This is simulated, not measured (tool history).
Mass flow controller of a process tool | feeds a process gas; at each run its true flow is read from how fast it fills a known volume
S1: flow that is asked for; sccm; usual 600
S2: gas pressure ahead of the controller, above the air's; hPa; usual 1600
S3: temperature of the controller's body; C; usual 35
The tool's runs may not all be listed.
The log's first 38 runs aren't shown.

Run 39, day 156.796: usual settings but S1 128 sccm, S2 2040 hPa, S3 37 C. Result: true flow (%) 96.76.
Run 40, day 159.7: usual settings but S1 307 sccm, S3 40 C. Result: true flow (%) 97.27.
Run 41, day 164.967: usual settings but S2 2580 hPa, S3 29 C. Result: true flow (%) 99.32.
Run 42, day 167.979: usual settings but S1 105 sccm, S2 1470 hPa, S3 29 C. Result: true flow (%) 96.89.
Run 43, day 172.412: usual settings but S1 105 sccm, S2 1470 hPa, S3 29 C. Result: true flow (%) 96.9.
Run 44, day 175.742: usual settings but S1 799 sccm, S2 1690 hPa, S3 38 C. Result: true flow (%) 99.36.
Run 45, day 180.517: usual settings but S1 683 sccm, S2 1630 hPa, S3 27 C. Result: true flow (%) 99.25.
Run 46, day 184.362: usual settings but S1 883 sccm, S2 1450 hPa, S3 36 C. Result: true flow (%) 99.75.
Run 47, day 188.079: usual settings but S1 883 sccm, S2 1450 hPa, S3 36 C. Result: true flow (%) 99.77.

Forecast each of these 4 alternatives for the next run:
Run A, day 190.829: usual settings but S1 462 sccm, S2 2570 hPa, S3 27 C. Result: true flow (%) ?.
Run B, day 190.829: usual settings but S1 281 sccm, S3 26 C. Result: true flow (%) ?.
Run C, day 190.829: usual settings but S1 883 sccm, S2 1910 hPa, S3 34 C. Result: true flow (%) ?.
Run D, day 190.829: usual settings but S1 883 sccm, S2 2350 hPa, S3 36 C. Result: true flow (%) ?.

run  true flow (%)
  A          99.35
  B          98.07
  C         100.18
  D         100.51
Without the tool's hidden state the same runs would have given:
run  true flow (%)
  A          98.52
  B          97.26
  C          99.34
  D          99.67
